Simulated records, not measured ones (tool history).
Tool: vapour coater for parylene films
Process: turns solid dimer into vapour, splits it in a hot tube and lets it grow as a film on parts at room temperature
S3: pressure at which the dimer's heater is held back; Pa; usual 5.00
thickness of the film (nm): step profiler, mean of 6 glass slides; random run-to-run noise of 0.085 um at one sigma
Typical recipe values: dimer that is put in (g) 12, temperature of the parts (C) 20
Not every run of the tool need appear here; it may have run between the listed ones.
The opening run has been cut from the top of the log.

Run 2, hour 8.1: usual settings. Result: thickness of the film (nm) 10410.
Run 3, hour 15.3: usual settings. Result: thickness of the film (nm) 10370.
Run 4, hour 25.7: usual settings but temperature of the parts (C) 28. Result: thickness of the film (nm) 8830.
Run 5, hour 36.6: usual settings but S3 5.17 Pa. Result: thickness of the film (nm) 10320.
Run 6, hour 50.6: usual settings but temperature of the parts (C) 22. Result: thickness of the film (nm) 9890.
Run 7, hour 57.2: usual settings but temperature of the parts (C) 22. Result: thickness of the film (nm) 9760.
Run 8, hour 70.5: usual settings but temperature of the parts (C) 22. Result: thickness of the film (nm) 9850.
Run 9, hour 77.1: usual settings but temperature of the parts (C) 22. Result: thickness of the film (nm) 9890.
Run 10, hour 86.3: usual settings but temperature of the parts (C) 22. Result: thickness of the film (nm) 9900.
Run 11, hour 98.8: usual settings but S3 10.64 Pa. Result: thickness of the film (nm) 9290.
Run 12, hour 105.6: usual settings but S3 10.64 Pa. Result: thickness of the film (nm) 9350.
Run 13, hour 114.0: usual settings but S3 10.64 Pa. Result: thickness of the film (nm) 9280.
Run 14, hour 125.2: usual settings but temperature of the parts (C) 18. Result: thickness of the film (nm) 10600.
Run 15, hour 132.9: usual settings but temperature of the parts (C) 31. Result: thickness of the film (nm) 8470.
Run 16, hour 139.4: usual settings but temperature of the parts (C) 31. Result: thickness of the film (nm) 8530.
At hour 150.5: trap's valve overhauled.
Run 17, hour 155.5: usual settings but dimer that is put in (g) 13, temperature of the parts (C) 26. Result: thickness of the film (nm) 10080.
Run 18, hour 162.8: usual settings but dimer that is put in (g) 20, temperature of the parts (C) 14, S3 9.77 Pa. Result: thickness of the film (nm) 17520.
Run 19, hour 174.9: usual settings but dimer that is put in (g) 20, temperature of the parts (C) 14, S3 9.77 Pa. Result: thickness of the film (nm) 17450.

Estimate the outcome of run 20 from the log above:
Run 20, hour 183.8: usual settings but dimer that is put in (g) 20, temperature of the parts (C) 14, S3 9.77 Pa. Result: thickness of the film (nm) ?.

{"run 20": {"thickness of the film (nm)": 17350}}
Had the tool carried no hidden state, the very same run would have given thickness of the film (nm) 17360.

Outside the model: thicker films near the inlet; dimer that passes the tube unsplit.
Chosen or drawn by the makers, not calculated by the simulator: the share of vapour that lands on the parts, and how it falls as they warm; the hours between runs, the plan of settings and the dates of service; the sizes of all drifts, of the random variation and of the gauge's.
